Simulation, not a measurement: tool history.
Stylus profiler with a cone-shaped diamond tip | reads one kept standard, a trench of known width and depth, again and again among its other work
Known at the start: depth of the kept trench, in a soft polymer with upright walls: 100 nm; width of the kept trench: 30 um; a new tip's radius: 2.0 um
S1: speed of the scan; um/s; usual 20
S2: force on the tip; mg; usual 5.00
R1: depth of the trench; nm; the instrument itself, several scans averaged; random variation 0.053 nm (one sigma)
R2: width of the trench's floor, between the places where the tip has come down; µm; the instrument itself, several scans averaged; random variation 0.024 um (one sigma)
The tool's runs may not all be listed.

| run | hour | S1 | S2 | R1 | R2 |
|---|---|---|---|---|---|
| 1 | 0.0 | 20 | 5.00 | 101.16 | 28.65 |
| 2 | 38.4 | 20 | 5.00 | 101.16 | 28.63 |
| 3 | 69.0 | 20 | 5.00 | 101.17 | 28.58 |
| 4 | 125.7 | 20 | 5.00 | 101.26 | 28.65 |
| 5 | 175.1 | 30 | 5.00 | 101.22 | 28.63 |
| 6 | 218.5 | 30 | 5.00 | 101.16 | 28.58 |
| 7 | 277.9 | 30 | 5.00 | 101.19 | 28.59 |
| 8 | 328.8 | 30 | 5.00 | 101.22 | 28.54 |
| 9 | 383.7 | 30 | 5.00 | 101.22 | 28.55 |
| 10 | 410.8 | 30 | 5.00 | 101.22 | 28.62 |
| 11 | 473.2 | 65 | 5.00 | 101.26 | 28.50 |
| 12 | 524.1 | 20 | 5.61 | 101.31 | 28.62 |
| 13 | 571.7 | 20 | 5.61 | 101.40 | 28.58 |
| 14 | 608.3 | 20 | 5.00 | 101.31 | 28.60 |
| 15 | 638.7 | 20 | 5.00 | 101.27 | 28.61 |
| 16 | 691.9 | 20 | 5.00 | 101.30 | 28.58 |
| 17 | 729.0 | 20 | 5.00 | 101.32 | 28.56 |
| 18 | 754.8 | 20 | 4.07 | 101.21 | 28.60 |
| 19 | 799.4 | 20 | 4.07 | 101.23 | 28.53 |
| 20 | 848.0 | 19 | 4.07 | 101.18 | 28.62 |
| 21 | 905.4 | 19 | 4.07 | 101.32 | 28.59 |
| 22 | 938.9 | 19 | 4.07 | 101.30 | 28.55 |
| 23 | 990.1 | 61 | 5.00 | 101.38 | 28.51 |
| 24 | 1037.4 | 61 | 5.07 | 101.38 | 28.47 |
| 25 | 1068.2 | 61 | 5.07 | 101.31 | 28.42 |
|  | 1073.0 | height scale calibrated on a step standard |
| 26 | 1098.2 | 10 | 12.33 | 102.31 | 28.57 |
| 27 | 1131.3 | 10 | 12.33 | 102.28 | 28.61 |

Run 28 comes next. What will it give?
|  | 1166.0 | height scale calibrated on a step standard, once more |
| 28 | 1188.6 | 19 | 4.79 | ? | ? |

R1: 100.87 nm
R2: 28.57 µm
Without the tool's hidden state the same run would have given R1 100.94 nm, R2 28.71 µm.
